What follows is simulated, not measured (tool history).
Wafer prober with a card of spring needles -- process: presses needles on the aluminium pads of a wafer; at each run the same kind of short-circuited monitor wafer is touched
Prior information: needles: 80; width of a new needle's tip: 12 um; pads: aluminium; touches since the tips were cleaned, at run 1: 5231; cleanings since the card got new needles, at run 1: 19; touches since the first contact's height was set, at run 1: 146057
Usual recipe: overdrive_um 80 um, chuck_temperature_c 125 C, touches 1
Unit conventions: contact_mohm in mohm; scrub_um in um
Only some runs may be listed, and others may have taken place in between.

| run | hour | overdrive_um | chuck_temperature_c | touches | touches since the tips were cleaned | cleanings since the card got new needles | touches since the first contact's height was set | contact_mohm | scrub_um |
|---|---|---|---|---|---|---|---|---|---|
| 1 | 0.0 | 80 | 125 | 1 | 5231 | 19 | 146057 | 209 | 14.99 |
|  | 8.2 | tips cleaned on abrasive film |
| 2 | 16.6 | 80 | 125 | 1 | 1639 | 20 | 149266 | 208 | 15.01 |
| 3 | 29.4 | 80 | 125 | 1 | 4123 | 20 | 151750 | 208 | 15.05 |
|  | 43.5 | tips cleaned on abrasive film |
| 4 | 45.5 | 80 | 125 | 2 | 390 | 21 | 154857 | 211 | 14.95 |
| 5 | 57.1 | 68 | 125 | 1 | 2635 | 21 | 157102 | 208 | 12.70 |
| 6 | 68.3 | 68 | 125 | 1 | 4813 | 21 | 159280 | 211 | 12.67 |
|  | 78.4 | tips cleaned on abrasive film |
| 7 | 80.9 | 68 | 125 | 1 | 481 | 22 | 161693 | 211 | 12.64 |
| 8 | 102.7 | 68 | 125 | 1 | 4710 | 22 | 165922 | 212 | 12.73 |
|  | 113.6 | tips cleaned on abrasive film |
| 9 | 123.2 | 68 | 125 | 1 | 1860 | 23 | 169891 | 208 | 12.66 |
| 10 | 138.2 | 68 | 125 | 1 | 4776 | 23 | 172807 | 211 | 12.61 |
|  | 148.9 | tips cleaned on abrasive film |
| 11 | 153.0 | 68 | 125 | 1 | 784 | 24 | 175647 | 210 | 12.62 |
|  | 166.7 | height of the first contact set anew |
| 12 | 167.6 | 68 | 125 | 2 | 3565 | 24 | 183 | 211 | 12.67 |
| 13 | 177.4 | 68 | 125 | 2 | 5473 | 24 | 2091 | 212 | 12.65 |
|  | 184.8 | tips cleaned on abrasive film |
| 14 | 191.0 | 75 | 125 | 1 | 1207 | 25 | 4708 | 209 | 13.98 |
| 15 | 203.9 | 75 | 125 | 1 | 3709 | 25 | 7210 | 208 | 13.97 |
| 16 | 216.4 | 75 | 125 | 1 | 6135 | 25 | 9636 | 209 | 13.95 |
|  | 219.3 | tips cleaned on abrasive film |
| 17 | 238.4 | 80 | 125 | 1 | 3718 | 26 | 13892 | 209 | 14.78 |
|  | 254.0 | tips cleaned on abrasive film |
| 18 | 257.4 | 80 | 125 | 3 | 664 | 27 | 17559 | 209 | 14.74 |
| 19 | 273.8 | 67 | 125 | 1 | 3839 | 27 | 20734 | 212 | 12.38 |
| 20 | 283.6 | 67 | 125 | 1 | 5740 | 27 | 22635 | 208 | 12.39 |
|  | 289.3 | tips cleaned on abrasive film |
| 21 | 304.0 | 92 | 125 | 1 | 2854 | 28 | 26567 | 210 | 16.96 |
|  | 314.6 | gauge calibrated |
| 22 | 316.3 | 92 | 125 | 1 | 5252 | 28 | 28965 | 212 | 17.23 |
|  | 324.2 | tips cleaned on abrasive film |
| 23 | 334.4 | 61 | 90 | 1 | 1981 | 29 | 32462 | 205 | 11.44 |
| 24 | 346.8 | 80 | 125 | 2 | 4375 | 29 | 34856 | 212 | 14.94 |
|  | 359.1 | tips cleaned on abrasive film |
| 25 | 359.1 | 99 | 84 | 1 | 0 | 30 | 37231 | 201 | 18.52 |
| 26 | 368.0 | 91 | 56 | 1 | 1734 | 30 | 38965 | 193 | 17.07 |
| 27 | 380.1 | 64 | 56 | 3 | 4066 | 30 | 41297 | 195 | 11.97 |
| 28 | 389.3 | 64 | 56 | 3 | 5863 | 30 | 43094 | 194 | 11.89 |
|  | 394.3 | tips cleaned on abrasive film |
| 29 | 404.8 | 62 | 62 | 2 | 2046 | 31 | 46082 | 195 | 11.61 |
| 30 | 426.4 | 66 | 94 | 1 | 6242 | 31 | 50278 | 206 | 12.28 |
|  | 429.3 | tips cleaned on abrasive film |
| 31 | 445.7 | 98 | 32 | 1 | 3178 | 32 | 53990 | 191 | 18.28 |
| 32 | 457.3 | 65 | 96 | 1 | 5445 | 32 | 56257 | 203 | 12.15 |
|  | 464.4 | tips cleaned on abrasive film |
| 33 | 479.4 | 64 | 108 | 1 | 2908 | 33 | 60519 | 207 | 11.88 |
| 34 | 495.8 | 80 | 117 | 2 | 6086 | 33 | 63697 | 209 | 14.84 |

Below are 4 alternative next runs, each starting from the tool's condition after run 34. Predict each:
|  | 499.6 | tips cleaned on abrasive film |
| A | 510.1 | 78 | 45 | 2 | 2041 | 34 | 66462 | ? | ? |
|  | 499.6 | tips cleaned on abrasive film |
| B | 510.1 | 77 | 38 | 2 | 2041 | 34 | 66462 | ? | ? |
|  | 499.6 | tips cleaned on abrasive film |
| C | 510.1 | 65 | 112 | 2 | 2041 | 34 | 66462 | ? | ? |
|  | 499.6 | tips cleaned on abrasive film |
| D | 510.1 | 90 | 50 | 2 | 2041 | 34 | 66462 | ? | ? |

| run | contact_mohm | scrub_um |
|---|---|---|
| A | 191 | 14.45 |
| B | 192 | 14.29 |
| C | 208 | 12.04 |
| D | 192 | 16.74 |
What these runs would have given with no unlogged condition in the tool:
| run | contact_mohm | scrub_um |
|---|---|---|
| A | 191 | 14.62 |
| B | 192 | 14.46 |
| C | 208 | 12.19 |
| D | 191 | 16.93 |
